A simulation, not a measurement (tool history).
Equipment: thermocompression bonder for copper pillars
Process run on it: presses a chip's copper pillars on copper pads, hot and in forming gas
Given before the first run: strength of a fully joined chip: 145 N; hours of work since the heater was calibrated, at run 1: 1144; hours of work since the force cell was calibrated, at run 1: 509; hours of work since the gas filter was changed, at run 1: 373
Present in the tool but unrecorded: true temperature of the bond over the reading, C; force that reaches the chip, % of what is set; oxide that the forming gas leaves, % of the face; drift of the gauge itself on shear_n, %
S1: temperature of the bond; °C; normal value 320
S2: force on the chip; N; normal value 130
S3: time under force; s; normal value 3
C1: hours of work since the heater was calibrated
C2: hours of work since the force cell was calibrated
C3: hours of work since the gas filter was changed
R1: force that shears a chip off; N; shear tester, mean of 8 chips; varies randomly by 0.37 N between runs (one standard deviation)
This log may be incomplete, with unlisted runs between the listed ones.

run    day   S1   S2  S3    C1   C2   C3     R1
  1      0  320  130   3  1144  509  373  110.6
  2  0.671  320  130   3  1154  518  383  111.1
  3  1.604  320  130   3  1167  532  396  111.7
  4    2.2  320  130   3  1176  540  404  110.9
  5  3.029  320  130   3  1187  552  416  110.9
  6  3.725  321  130   3  1197  562  426  111.5
  7  4.454  320  130   2  1207  572  436  101.4
  8  5.117  320  130   4  1217  581  446  116.3
     5.708  -- heater calibrated with a thermocouple chip
  9  6.021  320  130   4     4  593  457  109.7
 10  6.433  320  130   4    10  599  463    110
 11  6.846  320  130   4    16  605  469  109.7
 12  7.562  320  114   3    26  615  479   96.2
     8.329  -- forming gas filter changed
 13  8.379  320  114   3    38  626    1   99.6

Expected results for the next run?
 14  8.833  320  114   3  44  633   7   ?

R1: 99.2 N
Minus the tool's unlogged condition, the same run would have read R1 100.3 N.
